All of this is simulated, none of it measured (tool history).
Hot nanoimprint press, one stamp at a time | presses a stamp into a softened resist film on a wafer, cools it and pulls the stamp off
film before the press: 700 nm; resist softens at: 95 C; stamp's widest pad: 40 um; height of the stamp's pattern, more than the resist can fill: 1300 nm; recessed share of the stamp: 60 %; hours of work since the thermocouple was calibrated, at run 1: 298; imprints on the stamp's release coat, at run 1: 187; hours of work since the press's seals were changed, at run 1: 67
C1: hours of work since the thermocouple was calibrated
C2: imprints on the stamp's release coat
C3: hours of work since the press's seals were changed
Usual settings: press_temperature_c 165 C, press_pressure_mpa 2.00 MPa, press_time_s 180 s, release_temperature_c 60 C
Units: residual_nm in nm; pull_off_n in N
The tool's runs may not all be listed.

run 1 hour=0.0 | press_temperature_c=165 press_pressure_mpa=2.00 press_time_s=180 release_temperature_c=60 | C1=298 C2=187 C3=67 | residual_nm=358.9 pull_off_n=135
run 2 hour=9.1 | press_temperature_c=165 press_pressure_mpa=2.00 press_time_s=180 release_temperature_c=60 | C1=303 C2=203 C3=72 | residual_nm=362.5 pull_off_n=135
run 3 hour=18.8 | press_temperature_c=165 press_pressure_mpa=2.00 press_time_s=180 release_temperature_c=60 | C1=308 C2=220 C3=77 | residual_nm=359.8 pull_off_n=138
-- hour=36.7 plate thermocouple calibrated
run 4 hour=36.7 | press_temperature_c=165 press_pressure_mpa=1.96 press_time_s=180 release_temperature_c=60 | C1=0 C2=247 C3=85 | residual_nm=379.0 pull_off_n=140
run 5 hour=50.8 | press_temperature_c=165 press_pressure_mpa=1.96 press_time_s=180 release_temperature_c=60 | C1=7 C2=272 C3=92 | residual_nm=375.7 pull_off_n=144
run 6 hour=66.4 | press_temperature_c=165 press_pressure_mpa=1.52 press_time_s=180 release_temperature_c=60 | C1=15 C2=300 C3=100 | residual_nm=411.4 pull_off_n=137
run 7 hour=82.6 | press_temperature_c=165 press_pressure_mpa=1.52 press_time_s=180 release_temperature_c=60 | C1=24 C2=329 C3=108 | residual_nm=404.7 pull_off_n=136
run 8 hour=99.7 | press_temperature_c=165 press_pressure_mpa=1.52 press_time_s=180 release_temperature_c=60 | C1=33 C2=360 C3=117 | residual_nm=408.8 pull_off_n=141
run 9 hour=106.9 | press_temperature_c=165 press_pressure_mpa=1.32 press_time_s=180 release_temperature_c=60 | C1=37 C2=372 C3=121 | residual_nm=425.1 pull_off_n=138
run 10 hour=117.6 | press_temperature_c=165 press_pressure_mpa=2.00 press_time_s=109 release_temperature_c=60 | C1=42 C2=392 C3=127 | residual_nm=441.9 pull_off_n=140
run 11 hour=129.8 | press_temperature_c=165 press_pressure_mpa=2.00 press_time_s=180 release_temperature_c=60 | C1=49 C2=413 C3=133 | residual_nm=368.2 pull_off_n=140
run 12 hour=145.7 | press_temperature_c=165 press_pressure_mpa=2.00 press_time_s=180 release_temperature_c=60 | C1=57 C2=442 C3=141 | residual_nm=368.7 pull_off_n=143
run 13 hour=154.4 | press_temperature_c=170 press_pressure_mpa=2.00 press_time_s=180 release_temperature_c=60 | C1=61 C2=457 C3=146 | residual_nm=314.8 pull_off_n=143
run 14 hour=164.0 | press_temperature_c=175 press_pressure_mpa=2.00 press_time_s=180 release_temperature_c=52 | C1=66 C2=475 C3=151 | residual_nm=268.0 pull_off_n=158
run 15 hour=172.4 | press_temperature_c=171 press_pressure_mpa=2.00 press_time_s=180 release_temperature_c=60 | C1=71 C2=490 C3=155 | residual_nm=300.5 pull_off_n=140
run 16 hour=185.4 | press_temperature_c=171 press_pressure_mpa=2.00 press_time_s=180 release_temperature_c=60 | C1=77 C2=513 C3=162 | residual_nm=303.9 pull_off_n=140
run 17 hour=201.0 | press_temperature_c=156 press_pressure_mpa=1.53 press_time_s=180 release_temperature_c=50 | C1=86 C2=541 C3=170 | residual_nm=514.4 pull_off_n=163
run 18 hour=211.5 | press_temperature_c=153 press_pressure_mpa=1.53 press_time_s=180 release_temperature_c=62 | C1=91 C2=560 C3=176 | residual_nm=547.6 pull_off_n=141
run 19 hour=223.5 | press_temperature_c=153 press_pressure_mpa=1.53 press_time_s=180 release_temperature_c=62 | C1=97 C2=581 C3=182 | residual_nm=548.6 pull_off_n=141
run 20 hour=238.7 | press_temperature_c=167 press_pressure_mpa=2.64 press_time_s=192 release_temperature_c=51 | C1=105 C2=608 C3=190 | residual_nm=300.6 pull_off_n=164
run 21 hour=251.7 | press_temperature_c=167 press_pressure_mpa=2.64 press_time_s=192 release_temperature_c=51 | C1=112 C2=631 C3=197 | residual_nm=302.7 pull_off_n=160
run 22 hour=261.6 | press_temperature_c=172 press_pressure_mpa=2.57 press_time_s=94 release_temperature_c=61 | C1=117 C2=649 C3=202 | residual_nm=345.7 pull_off_n=143
run 23 hour=274.4 | press_temperature_c=176 press_pressure_mpa=2.57 press_time_s=94 release_temperature_c=53 | C1=124 C2=672 C3=208 | residual_nm=302.8 pull_off_n=157
run 24 hour=289.3 | press_temperature_c=165 press_pressure_mpa=2.66 press_time_s=113 release_temperature_c=60 | C1=132 C2=699 C3=216 | residual_nm=393.0 pull_off_n=148
run 25 hour=298.9 | press_temperature_c=167 press_pressure_mpa=2.11 press_time_s=113 release_temperature_c=54 | C1=137 C2=716 C3=221 | residual_nm=400.4 pull_off_n=154
run 26 hour=307.3 | press_temperature_c=167 press_pressure_mpa=2.11 press_time_s=113 release_temperature_c=54 | C1=141 C2=731 C3=226 | residual_nm=394.5 pull_off_n=161

Hidden state or all else? Some run-to-run changes of residual_nm, split into what the settings, what came in and random variation would give without the hidden state, and what is left for the hidden state (with any gauge scatter that isn't in both results):
The hidden state here: true temperature over the reading, C; pressure that arrives at the usual setting, %; grip of the stamp's worn release coat, % over a new coat's; drift of the gauge itself on residual_nm, %; drift of the gauge itself on pull_off_n, %.
Run 3 -> 4: press_pressure_mpa 2.00 -> 1.96, plate thermocouple calibrated. residual_nm +19.2 nm: hidden state +13.8, all else +5.4.
Run 16 -> 17: press_temperature_c 171 -> 156, press_pressure_mpa 2.00 -> 1.53, release_temperature_c 60 -> 50. residual_nm +210.5 nm: hidden state -1.8, all else +212.3.
Run 19 -> 20: press_temperature_c 153 -> 167, press_pressure_mpa 1.53 -> 2.64, press_time_s 180 -> 192, release_temperature_c 62 -> 51. residual_nm -248.0 nm: hidden state +1.1, all else -249.1.
Run 23 -> 24: press_temperature_c 176 -> 165, press_pressure_mpa 2.57 -> 2.66, press_time_s 94 -> 113, release_temperature_c 53 -> 60. residual_nm +90.2 nm: hidden state -2.0, all else +92.2.
